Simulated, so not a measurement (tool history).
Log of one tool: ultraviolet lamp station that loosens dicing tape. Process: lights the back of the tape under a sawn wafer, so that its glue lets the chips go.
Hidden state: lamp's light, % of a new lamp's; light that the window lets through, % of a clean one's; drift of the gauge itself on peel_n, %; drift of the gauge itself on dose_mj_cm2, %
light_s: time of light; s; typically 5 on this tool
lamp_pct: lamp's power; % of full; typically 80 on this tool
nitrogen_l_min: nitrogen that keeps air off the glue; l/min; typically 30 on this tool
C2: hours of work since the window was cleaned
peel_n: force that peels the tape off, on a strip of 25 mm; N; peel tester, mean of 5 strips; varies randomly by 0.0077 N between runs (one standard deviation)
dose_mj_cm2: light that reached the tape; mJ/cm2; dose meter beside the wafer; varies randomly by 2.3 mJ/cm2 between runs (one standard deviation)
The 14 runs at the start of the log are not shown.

Run 15, day 3.838: usual settings but light_s 2 s; hours of work of the lamp 130; C2 193. Result: peel_n 1.662 N, dose_mj_cm2 82 mJ/cm2.
Run 16, day 4.271: usual settings but light_s 2 s; hours of work of the lamp 136; C2 199. Result: peel_n 1.616 N, dose_mj_cm2 80 mJ/cm2.
Run 17, day 4.579: usual settings; hours of work of the lamp 140; C2 203. Result: peel_n 0.366 N, dose_mj_cm2 198 mJ/cm2.
Run 18, day 5.008: usual settings; hours of work of the lamp 146; C2 209. Result: peel_n 0.347 N, dose_mj_cm2 193 mJ/cm2.
Run 19, day 5.196: usual settings but lamp_pct 88 % of full; hours of work of the lamp 148; C2 211. Result: peel_n 0.286 N, dose_mj_cm2 213 mJ/cm2.
Run 20, day 5.621: usual settings but lamp_pct 88 % of full; hours of work of the lamp 154; C2 217. Result: peel_n 0.318 N, dose_mj_cm2 216 mJ/cm2.
Run 21, day 5.796: usual settings but lamp_pct 88 % of full; hours of work of the lamp 156; C2 219. Result: peel_n 0.301 N, dose_mj_cm2 211 mJ/cm2.
Run 22, day 5.979: usual settings but light_s 7 s, lamp_pct 98 % of full, nitrogen_l_min 24 l/min; hours of work of the lamp 159; C2 222. Result: peel_n 0.204 N, dose_mj_cm2 330 mJ/cm2.
Run 23, day 6.208: usual settings but light_s 7 s, lamp_pct 62 % of full, nitrogen_l_min 24 l/min; hours of work of the lamp 162; C2 225. Result: peel_n 0.358 N, dose_mj_cm2 213 mJ/cm2.
Run 24, day 6.425: usual settings but light_s 7 s, lamp_pct 78 % of full, nitrogen_l_min 9 l/min; hours of work of the lamp 165; C2 228. Result: peel_n 0.447 N, dose_mj_cm2 262 mJ/cm2.
Run 25, day 6.633: usual settings but lamp_pct 69 % of full, nitrogen_l_min 22 l/min; hours of work of the lamp 168; C2 231. Result: peel_n 0.554 N, dose_mj_cm2 170 mJ/cm2.
Run 26, day 6.808: usual settings but light_s 10 s, lamp_pct 86 % of full, nitrogen_l_min 25 l/min; hours of work of the lamp 170; C2 233. Result: peel_n 0.188 N, dose_mj_cm2 416 mJ/cm2.
Run 27, day 7.108: usual settings but light_s 2 s, lamp_pct 91 % of full, nitrogen_l_min 25 l/min; hours of work of the lamp 174; C2 237. Result: peel_n 1.568 N, dose_mj_cm2 85 mJ/cm2.
Run 28, day 7.317: usual settings but light_s 2 s, lamp_pct 67 % of full, nitrogen_l_min 52 l/min; hours of work of the lamp 177; C2 240. Result: peel_n 1.762 N, dose_mj_cm2 67 mJ/cm2.
Run 29, day 7.729: usual settings but light_s 2 s, lamp_pct 67 % of full, nitrogen_l_min 52 l/min; hours of work of the lamp 183; C2 246. Result: peel_n 1.728 N, dose_mj_cm2 61 mJ/cm2.
Run 30, day 7.983: usual settings but lamp_pct 67 % of full, nitrogen_l_min 52 l/min; hours of work of the lamp 186; C2 249. Result: peel_n 0.395 N, dose_mj_cm2 160 mJ/cm2.
Run 31, day 8.367: usual settings but light_s 9 s, lamp_pct 82 % of full, nitrogen_l_min 43 l/min; hours of work of the lamp 192; C2 255. Result: peel_n 0.190 N, dose_mj_cm2 350 mJ/cm2.
Run 32, day 8.575: usual settings but light_s 9 s, lamp_pct 82 % of full, nitrogen_l_min 43 l/min; hours of work of the lamp 195; C2 258. Result: peel_n 0.191 N, dose_mj_cm2 355 mJ/cm2.
Run 33, day 8.933: usual settings but light_s 9 s, lamp_pct 82 % of full, nitrogen_l_min 43 l/min; hours of work of the lamp 199; C2 262. Result: peel_n 0.181 N, dose_mj_cm2 348 mJ/cm2.
Run 34, day 9.321: usual settings but light_s 9 s, lamp_pct 82 % of full, nitrogen_l_min 43 l/min; hours of work of the lamp 205; C2 268. Result: peel_n 0.185 N, dose_mj_cm2 346 mJ/cm2.
Run 35, day 9.558: usual settings but light_s 9 s, lamp_pct 82 % of full, nitrogen_l_min 43 l/min; hours of work of the lamp 208; C2 271. Result: peel_n 0.191 N, dose_mj_cm2 351 mJ/cm2.
Run 36, day 9.975: usual settings but light_s 9 s, lamp_pct 82 % of full, nitrogen_l_min 43 l/min; hours of work of the lamp 214; C2 277. Result: peel_n 0.180 N, dose_mj_cm2 350 mJ/cm2.

Here are 4 independent what-if runs from the current tool condition. What would each one return?
Run A, day 10.158: usual settings but nitrogen_l_min 11 l/min; hours of work of the lamp 216; C2 279. Result: peel_n ?, dose_mj_cm2 ?.
Run B, day 10.158: usual settings but light_s 2 s, lamp_pct 93 % of full, nitrogen_l_min 10 l/min; hours of work of the lamp 216; C2 279. Result: peel_n ?, dose_mj_cm2 ?.
Run C, day 10.158: usual settings but lamp_pct 75 % of full, nitrogen_l_min 45 l/min; hours of work of the lamp 216; C2 279. Result: peel_n ?, dose_mj_cm2 ?.
Run D, day 10.158: usual settings but light_s 9 s, lamp_pct 94 % of full, nitrogen_l_min 43 l/min; hours of work of the lamp 216; C2 279. Result: peel_n ?, dose_mj_cm2 ?.

run  peel_n  dose_mj_cm2
  A   0.687          183
  B   2.145           90
  C   0.353          177
  D   0.180          399
Without the tool's hidden state the same runs would have given:
run  peel_n  dose_mj_cm2
  A   0.524          212
  B   1.836          104
  C   0.279          204
  D   0.179          461
